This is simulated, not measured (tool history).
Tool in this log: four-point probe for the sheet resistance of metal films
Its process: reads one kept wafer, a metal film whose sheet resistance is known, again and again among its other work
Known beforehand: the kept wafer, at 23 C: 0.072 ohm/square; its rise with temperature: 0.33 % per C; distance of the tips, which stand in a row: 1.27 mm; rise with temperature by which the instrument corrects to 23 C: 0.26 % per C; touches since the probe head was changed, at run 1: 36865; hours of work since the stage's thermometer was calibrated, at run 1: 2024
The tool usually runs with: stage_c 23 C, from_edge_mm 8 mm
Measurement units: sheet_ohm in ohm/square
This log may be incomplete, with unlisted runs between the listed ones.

| run | hour | stage_c | from_edge_mm | touches since the probe head was changed | hours of work since the stage's thermometer was calibrated | sheet_ohm |
|---|---|---|---|---|---|---|
| 1 | 0 | 23 | 8 | 36865 | 2024 | 0.073021 |
| 2 | 32.1 | 23 | 3 | 37625 | 2041 | 0.078388 |
| 3 | 88 | 20 | 8 | 38945 | 2070 | 0.072913 |
| 4 | 151.3 | 20 | 8 | 40443 | 2103 | 0.07293 |
| 5 | 192.3 | 23 | 8 | 41413 | 2125 | 0.073092 |
| 6 | 262.3 | 23 | 8 | 43069 | 2161 | 0.073125 |
| 7 | 317.2 | 23 | 8 | 44367 | 2190 | 0.073136 |
| 8 | 371.9 | 18 | 8 | 45662 | 2218 | 0.072878 |
| 9 | 434.5 | 18 | 8 | 47143 | 2251 | 0.072903 |
| 10 | 495.9 | 29 | 8 | 48594 | 2283 | 0.073454 |
| 11 | 551 | 29 | 8 | 49897 | 2312 | 0.073495 |
| 12 | 618.3 | 29 | 8 | 51489 | 2347 | 0.073447 |
| 13 | 672.9 | 29 | 8 | 52779 | 2376 | 0.073483 |
| 14 | 731.7 | 29 | 8 | 54172 | 2406 | 0.0735 |
| 15 | 784.7 | 29 | 8 | 55425 | 2434 | 0.073491 |
|  | 789.2 | stage's thermometer calibrated |
| 16 | 837.9 | 29 | 8 | 56671 | 25 | 0.073619 |
| 17 | 876.3 | 29 | 8 | 57581 | 46 | 0.073622 |
| 18 | 913.4 | 23 | 8 | 58456 | 65 | 0.073367 |
| 19 | 946.6 | 23 | 8 | 59242 | 82 | 0.073359 |
| 20 | 977.4 | 23 | 8 | 59972 | 98 | 0.073369 |
| 21 | 1022.8 | 27 | 11 | 61045 | 122 | 0.073083 |
|  | 1059.2 | stage's thermometer calibrated, once more |
| 22 | 1063.9 | 27 | 11 | 62006 | 2 | 0.07275 |
| 23 | 1113.4 | 19 | 3 | 63175 | 28 | 0.078135 |
| 24 | 1147.8 | 29 | 9 | 63990 | 46 | 0.07309 |
| 25 | 1201.1 | 28 | 58 | 65251 | 74 | 0.072301 |
| 26 | 1253.4 | 31 | 25 | 66487 | 101 | 0.072582 |
| 27 | 1313 | 31 | 14 | 67897 | 133 | 0.072798 |
| 28 | 1371.5 | 20 | 5 | 69280 | 163 | 0.074376 |
| 29 | 1409.9 | 22 | 56 | 70188 | 183 | 0.072086 |
| 30 | 1439.5 | 18 | 26 | 70889 | 199 | 0.071967 |
| 31 | 1490.4 | 30 | 6 | 72094 | 225 | 0.074144 |
| 32 | 1529.4 | 30 | 6 | 73016 | 246 | 0.074181 |
| 33 | 1565.3 | 30 | 6 | 73866 | 264 | 0.07418 |
| 34 | 1607.6 | 23 | 9 | 74865 | 286 | 0.072928 |
| 35 | 1645.6 | 28 | 9 | 75764 | 306 | 0.073187 |
| 36 | 1679.9 | 32 | 15 | 76576 | 324 | 0.07288 |
| 37 | 1712.9 | 32 | 15 | 77354 | 341 | 0.072839 |
| 38 | 1745.2 | 32 | 3 | 78121 | 358 | 0.078921 |
| 39 | 1812.2 | 18 | 14 | 79705 | 393 | 0.072239 |
| 40 | 1851.2 | 21 | 60 | 80627 | 414 | 0.072093 |

4 ways to go on from here, each from the tool as it stands after run 40. What would each give?
| A | 1906.7 | 32 | 12 | 81938 | 443 | ? |
| B | 1906.7 | 21 | 26 | 81938 | 443 | ? |
| C | 1906.7 | 25 | 10 | 81938 | 443 | ? |
| D | 1906.7 | 23 | 57 | 81938 | 443 | ? |

| run | sheet_ohm |
|---|---|
| A | 0.073037 |
| B | 0.072209 |
| C | 0.072937 |
| D | 0.072199 |
The same runs, with their run-to-run variation unchanged, on a tool lacking any hidden condition would have given:
| run | sheet_ohm |
|---|---|
| A | 0.072838 |
| B | 0.072011 |
| C | 0.072738 |
| D | 0.072001 |

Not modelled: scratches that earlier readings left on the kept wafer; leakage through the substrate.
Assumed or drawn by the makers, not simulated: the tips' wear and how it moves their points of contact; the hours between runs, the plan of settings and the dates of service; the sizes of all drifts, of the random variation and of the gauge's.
